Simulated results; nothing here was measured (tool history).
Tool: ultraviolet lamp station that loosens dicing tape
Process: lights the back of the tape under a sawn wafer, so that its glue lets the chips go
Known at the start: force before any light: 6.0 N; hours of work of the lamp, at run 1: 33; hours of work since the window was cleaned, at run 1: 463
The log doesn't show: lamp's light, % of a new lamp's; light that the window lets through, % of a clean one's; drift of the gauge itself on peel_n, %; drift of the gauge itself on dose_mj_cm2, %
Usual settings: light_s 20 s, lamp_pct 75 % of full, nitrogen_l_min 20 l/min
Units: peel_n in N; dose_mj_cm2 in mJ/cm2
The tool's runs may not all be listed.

run	hour	light_s	lamp_pct	nitrogen_l_min	hours of work of the lamp	hours of work since the window was cleaned	peel_n	dose_mj_cm2
1	0	20	75	20	33	463	0.201	226
2	8.3	20	75	20	37	467	0.197	228
3	20.9	20	75	20	43	474	0.202	227
4	33.1	13	75	20	49	480	0.445	148
5	44.2	20	75	20	55	485	0.211	224
6	57.4	20	75	20	61	492	0.206	226
7	63.6	22	75	20	64	495	0.177	251
8	72.9	22	75	20	69	499	0.166	250
9	87.4	26	75	20	76	507	0.158	291
10	95.2	20	75	20	80	511	0.2	223
11	104.9	16	62	26	85	515	0.371	149
12	113.6	33	94	38	89	520	0.14	464
13	125.2	33	94	38	95	525	0.136	463
14	136.9	20	89	20	100	531	0.152	265
15	149.8	20	89	20	107	538	0.166	268
16	163.2	13	89	13	114	544	0.414	174
17	170.4	13	82	20	117	548	0.372	161
18	182.5	20	96	8	123	554	0.208	286
19	195.6	20	96	8	130	560	0.213	288

Forecast each of these 3 alternatives for the next run:
A	207.4	18	69	8	136	566	?	?
B	207.4	20	99	8	136	566	?	?
C	207.4	19	78	24	136	566	?	?

run	peel_n	dose_mj_cm2
A	0.49	184
B	0.213	296
C	0.192	226
Without the tool's hidden state the same runs would have given:
run	peel_n	dose_mj_cm2
A	0.488	184
B	0.213	297
C	0.191	226

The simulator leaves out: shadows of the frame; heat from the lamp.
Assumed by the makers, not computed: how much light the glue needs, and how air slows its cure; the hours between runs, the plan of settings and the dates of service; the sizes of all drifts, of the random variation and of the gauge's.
